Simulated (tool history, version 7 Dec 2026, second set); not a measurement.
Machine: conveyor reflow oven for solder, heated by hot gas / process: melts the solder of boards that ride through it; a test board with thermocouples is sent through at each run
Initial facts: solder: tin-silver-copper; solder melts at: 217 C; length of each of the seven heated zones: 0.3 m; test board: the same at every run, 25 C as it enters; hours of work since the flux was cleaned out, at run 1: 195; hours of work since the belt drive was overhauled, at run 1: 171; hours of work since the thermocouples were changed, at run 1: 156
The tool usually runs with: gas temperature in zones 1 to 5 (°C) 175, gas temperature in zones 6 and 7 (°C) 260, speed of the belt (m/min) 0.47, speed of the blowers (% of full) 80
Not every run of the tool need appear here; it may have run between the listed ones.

| run | hour | gas temperature in zones 1 to 5 (°C) | gas temperature in zones 6 and 7 (°C) | speed of the belt (m/min) | speed of the blowers (% of full) | hours of work since the flux was cleaned out | hours of work since the belt drive was overhauled | hours of work since the thermocouples were changed | highest temperature of the board (°C) | time above the solder's melting point (s) |
|---|---|---|---|---|---|---|---|---|---|---|
| 1 | 0 | 175 | 260 | 0.47 | 80 | 195 | 171 | 156 | 242.7 | 49.9 |
| 2 | 8.2 | 170 | 260 | 0.47 | 80 | 198 | 175 | 159 | 242.2 | 47.6 |
| 3 | 18.2 | 170 | 260 | 0.47 | 80 | 203 | 179 | 164 | 242.1 | 47.1 |
| 4 | 26.9 | 175 | 260 | 0.514 | 80 | 206 | 183 | 167 | 239.8 | 42 |
| 5 | 35.6 | 175 | 260 | 0.47 | 80 | 210 | 187 | 171 | 243.4 | 49.8 |
| 6 | 45 | 175 | 260 | 0.47 | 61 | 214 | 191 | 175 | 237.2 | 41.1 |
| 7 | 53 | 175 | 260 | 0.47 | 61 | 218 | 195 | 179 | 237.1 | 40.7 |
| 8 | 59.3 | 170 | 260 | 0.47 | 80 | 221 | 197 | 182 | 242.2 | 47.1 |
| 9 | 65.6 | 171 | 253 | 0.495 | 60 | 223 | 200 | 184 | 228 | 24.9 |
| 10 | 72.6 | 189 | 260 | 0.47 | 70 | 226 | 203 | 188 | 243.7 | 55.2 |
| 11 | 79.9 | 189 | 260 | 0.47 | 70 | 230 | 207 | 191 | 243.6 | 55.9 |
| 12 | 90.4 | 186 | 260 | 0.47 | 71 | 234 | 211 | 195 | 242.6 | 53.6 |

Estimate the outcome of run 13 from the log above:
| 13 | 102.9 | 186 | 260 | 0.47 | 71 | 240 | 217 | 201 | ? | ? |

{"run 13": {"highest temperature of the board (°C)": 242.7, "time above the solder's melting point (s)": 53.8}}
Take away the tool's hidden state, keep the run-to-run variation as it was, and the same run would have given highest temperature of the board (°C) 244.1, time above the solder's melting point (s) 55.3.
